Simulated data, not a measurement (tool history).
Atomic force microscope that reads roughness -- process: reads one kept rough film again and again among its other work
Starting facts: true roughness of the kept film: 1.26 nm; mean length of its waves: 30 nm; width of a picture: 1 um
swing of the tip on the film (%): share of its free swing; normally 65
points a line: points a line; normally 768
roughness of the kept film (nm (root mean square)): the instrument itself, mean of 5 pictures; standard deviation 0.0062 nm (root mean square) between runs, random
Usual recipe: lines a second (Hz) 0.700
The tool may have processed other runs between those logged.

run,day,lines a second (Hz),swing of the tip on the film (%),points a line,roughness of the kept film (nm (root mean square))
1,0.000,0.700,65,768,1.193
2,0.804,0.700,65,768,1.189
# day 1.175: new tip fitted
3,1.633,0.700,65,768,1.195
4,3.062,0.700,65,768,1.181
# day 3.267: new tip fitted
5,4.712,0.700,65,768,1.185
# day 5.333: new tip fitted
6,6.133,0.700,65,768,1.183
7,6.812,0.700,65,538,1.189
# day 7.400: new tip fitted
8,7.738,0.700,80,768,1.149
9,8.671,0.817,65,768,1.175
10,9.333,0.817,65,768,1.169
# day 9.458: new tip fitted
11,10.038,0.817,76,768,1.137
12,10.812,0.817,76,768,1.134
# day 11.554: new tip fitted
13,11.754,0.700,65,978,1.180
14,13.192,0.700,64,978,1.187
# day 13.667: new tip fitted
15,13.971,2.184,65,768,1.101
16,14.842,3.237,65,768,1.059
# day 15.788: new tip fitted
17,16.429,0.700,57,768,1.190
18,17.533,0.700,65,768,1.181
# day 17.942: new tip fitted
19,18.508,0.700,65,768,1.177
20,19.167,0.700,65,768,1.189
# day 20.029: new tip fitted
21,20.408,0.875,65,768,1.172
22,21.283,0.700,65,768,1.194
# day 22.125: new tip fitted
23,22.229,2.729,65,768,1.088
24,23.683,0.700,65,768,1.175
# day 24.229: new tip fitted
25,24.942,0.700,65,768,1.169
26,25.775,1.885,65,768,1.126
# day 26.304: new tip fitted
27,26.550,0.718,79,486,1.149
28,27.683,0.718,79,486,1.133
# day 28.429: new tip fitted
29,29.321,0.718,79,486,1.133
# day 30.617: new tip fitted
30,30.775,3.045,65,913,1.083
31,31.629,3.045,65,913,1.078
# day 32.662: new tip fitted
32,32.788,0.700,65,612,1.188
33,33.712,3.468,63,903,1.077
34,34.388,0.533,65,313,1.177
# day 34.750: new tip fitted
35,35.667,3.044,63,768,1.086
36,36.408,1.037,65,754,1.158
# day 36.875: new tip fitted
37,37.808,0.700,84,314,1.122
# day 38.975: new tip fitted
38,38.975,3.973,58,768,1.095
39,40.083,3.973,58,768,1.101
# day 41.017: new tip fitted
40,41.300,3.973,58,768,1.102
41,42.067,1.236,68,256,1.128
# day 43.112: new tip fitted
42,43.467,1.236,68,256,1.136
43,44.433,1.236,68,256,1.135
# day 45.246: new tip fitted
44,45.258,1.236,68,256,1.132
45,46.304,0.700,84,514,1.118
# day 47.396: new tip fitted
46,47.854,1.580,71,306,1.101
47,48.871,1.965,87,403,0.944
# day 49.529: new tip fitted
48,49.650,1.965,87,403,0.946

The next listed run, before its measurement:
49,50.779,0.856,87,839,?

{"run 49": {"roughness of the kept film (nm (root mean square))": 1.096}}
The same run, on a tool lacking any hidden state, would have yielded roughness of the kept film (nm (root mean square)) 1.098.

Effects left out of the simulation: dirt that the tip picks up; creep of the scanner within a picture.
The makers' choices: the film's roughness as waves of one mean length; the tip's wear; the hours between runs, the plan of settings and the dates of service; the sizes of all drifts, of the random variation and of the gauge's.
